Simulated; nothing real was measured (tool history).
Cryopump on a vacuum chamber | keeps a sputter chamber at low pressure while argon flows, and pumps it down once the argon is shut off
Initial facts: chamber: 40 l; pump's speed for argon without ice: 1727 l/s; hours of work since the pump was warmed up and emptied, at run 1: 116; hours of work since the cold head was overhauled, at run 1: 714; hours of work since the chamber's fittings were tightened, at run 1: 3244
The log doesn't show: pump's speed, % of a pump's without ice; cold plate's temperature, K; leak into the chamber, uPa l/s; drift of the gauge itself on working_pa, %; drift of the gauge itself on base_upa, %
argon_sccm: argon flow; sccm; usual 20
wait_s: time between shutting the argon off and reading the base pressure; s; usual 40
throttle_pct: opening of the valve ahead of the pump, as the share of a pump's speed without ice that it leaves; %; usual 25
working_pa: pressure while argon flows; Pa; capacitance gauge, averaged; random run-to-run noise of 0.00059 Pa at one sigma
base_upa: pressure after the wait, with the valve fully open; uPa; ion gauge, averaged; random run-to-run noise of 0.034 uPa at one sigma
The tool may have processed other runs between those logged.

| run | hour | argon_sccm | wait_s | throttle_pct | hours of work since the pump was warmed up and emptied | hours of work since the cold head was overhauled | hours of work since the chamber's fittings were tightened | working_pa | base_upa |
|---|---|---|---|---|---|---|---|---|---|
| 1 | 0 | 20 | 40 | 25 | 116 | 714 | 3244 | 0.0797 | 2.5 |
| 2 | 40.9 | 20 | 40 | 25 | 144 | 743 | 3272 | 0.0802 | 2.58 |
| 3 | 78.1 | 20 | 56 | 25 | 170 | 768 | 3298 | 0.0807 | 2.04 |
| 4 | 106.7 | 20 | 40 | 25 | 190 | 788 | 3318 | 0.0801 | 2.56 |
| 5 | 150.5 | 20 | 40 | 19 | 220 | 819 | 3348 | 0.1057 | 2.47 |
| 6 | 192.2 | 20 | 40 | 25 | 249 | 848 | 3377 | 0.0811 | 2.61 |
| 7 | 213 | 20 | 40 | 25 | 264 | 862 | 3392 | 0.0824 | 2.57 |
| 8 | 251.6 | 20 | 40 | 25 | 291 | 889 | 3419 | 0.0829 | 2.62 |
| 9 | 290.1 | 20 | 40 | 25 | 317 | 916 | 3445 | 0.0829 | 2.53 |
| 10 | 311.3 | 20 | 26 | 25 | 332 | 930 | 3460 | 0.0814 | 3.52 |
| 11 | 337 | 20 | 107 | 18 | 350 | 948 | 3478 | 0.1127 | 1.61 |
| 12 | 361.9 | 20 | 249 | 23 | 367 | 966 | 3495 | 0.0892 | 1.22 |
| 13 | 389.9 | 20 | 249 | 23 | 387 | 985 | 3515 | 0.0902 | 1.29 |
| 14 | 412.2 | 20 | 249 | 23 | 402 | 1001 | 3530 | 0.0893 | 1.26 |
| 15 | 455.9 | 20 | 22 | 48 | 432 | 1031 | 3560 | 0.0464 | 4.11 |
| 16 | 493 | 24 | 40 | 30 | 458 | 1057 | 3586 | 0.0846 | 2.78 |
| 17 | 518.3 | 24 | 40 | 30 | 476 | 1074 | 3604 | 0.0852 | 2.67 |
| 18 | 552.9 | 18 | 153 | 54 | 500 | 1098 | 3628 | 0.0371 | 1.52 |
| 19 | 575.2 | 35 | 170 | 36 | 515 | 1114 | 3643 | 0.1051 | 1.5 |
| 20 | 612.8 | 35 | 170 | 36 | 541 | 1140 | 3669 | 0.106 | 1.52 |

3 ways to go on from here, each from the tool as it stands after run 20. What would each give?
| A | 642.3 | 35 | 170 | 30 | 562 | 1160 | 3690 | ? | ? |
| B | 642.3 | 34 | 40 | 15 | 562 | 1160 | 3690 | ? | ? |
| C | 642.3 | 22 | 170 | 17 | 562 | 1160 | 3690 | ? | ? |

| run | working_pa | base_upa |
|---|---|---|
| A | 0.1259 | 1.5 |
| B | 0.2343 | 2.85 |
| C | 0.1339 | 1.52 |
What these runs would have given with no unlogged condition in the tool:
| run | working_pa | base_upa |
|---|---|---|
| A | 0.1139 | 0.53 |
| B | 0.2226 | 1.87 |
| C | 0.1263 | 0.56 |

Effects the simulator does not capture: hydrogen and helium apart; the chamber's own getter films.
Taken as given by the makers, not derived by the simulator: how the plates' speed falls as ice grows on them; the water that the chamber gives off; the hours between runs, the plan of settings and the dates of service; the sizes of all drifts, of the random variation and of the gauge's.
